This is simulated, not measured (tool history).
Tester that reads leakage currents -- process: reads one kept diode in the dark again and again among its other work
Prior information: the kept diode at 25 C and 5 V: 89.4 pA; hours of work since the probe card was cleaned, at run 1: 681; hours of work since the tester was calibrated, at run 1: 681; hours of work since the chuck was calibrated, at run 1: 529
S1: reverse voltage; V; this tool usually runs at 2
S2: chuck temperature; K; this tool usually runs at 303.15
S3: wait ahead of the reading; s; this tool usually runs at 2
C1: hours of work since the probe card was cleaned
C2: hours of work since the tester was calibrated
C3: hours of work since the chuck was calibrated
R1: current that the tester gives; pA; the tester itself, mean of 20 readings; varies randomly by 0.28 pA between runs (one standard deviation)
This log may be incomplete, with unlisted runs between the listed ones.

| run | day | S1 | S2 | S3 | C1 | C2 | C3 | R1 |
|---|---|---|---|---|---|---|---|---|
| 1 | 0 | 2 | 303.15 | 2 | 681 | 681 | 529 | 82.83 |
| 2 | 1.383 | 2 | 303.15 | 2 | 706 | 706 | 554 | 82.54 |
| 3 | 2.233 | 2 | 303.15 | 1.06 | 721 | 721 | 569 | 82.03 |
| 4 | 3.179 | 2 | 303.15 | 1.06 | 738 | 738 | 586 | 82.36 |
| 5 | 4.271 | 2 | 303.15 | 2 | 758 | 758 | 606 | 81.43 |
|  | 5.521 | chuck's temperature calibrated |
| 6 | 5.717 | 2 | 303.15 | 2 | 782 | 782 | 4 | 91.66 |
| 7 | 6.838 | 2 | 332.15 | 2 | 802 | 802 | 24 | 1104.36 |
| 8 | 7.5 | 2 | 332.15 | 2 | 814 | 814 | 35 | 1096.78 |
| 9 | 8.292 | 2 | 332.15 | 2 | 828 | 828 | 50 | 1096.04 |
| 10 | 9.488 | 2 | 332.15 | 2 | 850 | 850 | 71 | 1095.85 |
|  | 9.688 | tester calibrated |
| 11 | 10.396 | 2 | 332.15 | 2 | 864 | 13 | 86 | 1089.77 |
| 12 | 11.683 | 2 | 332.15 | 2 | 888 | 36 | 109 | 1094.33 |
|  | 12.15 | tester calibrated, once more |
| 13 | 12.479 | 2 | 332.15 | 2 | 900 | 6 | 122 | 1083.38 |
| 14 | 13.688 | 2 | 332.15 | 2 | 922 | 28 | 143 | 1080.53 |
| 15 | 14.438 | 2 | 332.15 | 2 | 935 | 41 | 157 | 1073.47 |
| 16 | 15.075 | 17.81 | 323.15 | 7.09 | 947 | 52 | 168 | 1569.32 |
| 17 | 16.021 | 17.81 | 305.15 | 0.66 | 964 | 69 | 185 | 333.25 |
| 18 | 17.458 | 2 | 326.15 | 8.63 | 990 | 95 | 211 | 662.54 |
| 19 | 18.304 | 2 | 326.15 | 8.63 | 1005 | 110 | 226 | 661 |
| 20 | 19.229 | 6.31 | 326.15 | 8.43 | 1021 | 127 | 243 | 1178.64 |
| 21 | 20.262 | 6.31 | 326.15 | 8.43 | 1040 | 145 | 261 | 1174.41 |
| 22 | 21.404 | 2.02 | 300.15 | 8.34 | 1060 | 166 | 282 | 66.31 |
| 23 | 22.304 | 2 | 305.15 | 2 | 1076 | 182 | 298 | 104.97 |

Describe how what the log doesn't record of the tool's condition differs between the last listed run preceding each entry between runs and the first listed run following it.
Run 5 -> run 6: chuck's temperature calibrated (day 5.521)
  stray current of the dirty probe card, pA a volt: 0.439 -> 0.452; current scale over the true one, %: 0.42 -> 0.43; true chuck temperature over the reading, C: -1.32 -> -0.06
  measured less the result without the state, R1: -9.5 -> +0.78 pA
Run 10 -> run 11: tester calibrated (day 9.688)
  stray current of the dirty probe card, pA a volt: 0.49 -> 0.498; current scale over the true one, %: 0.46 -> 0.62; true chuck temperature over the reading, C: -0.19 -> -0.22
  measured less the result without the state, R1: -10.51 -> -11.12 pA
Run 12 -> run 13: tester calibrated, once more (day 12.15)
  stray current of the dirty probe card, pA a volt: 0.512 -> 0.518; current scale over the true one, %: 0.63 -> -0.04; true chuck temperature over the reading, C: -0.26 -> -0.28
  measured less the result without the state, R1: -14.7 -> -23.87 pA
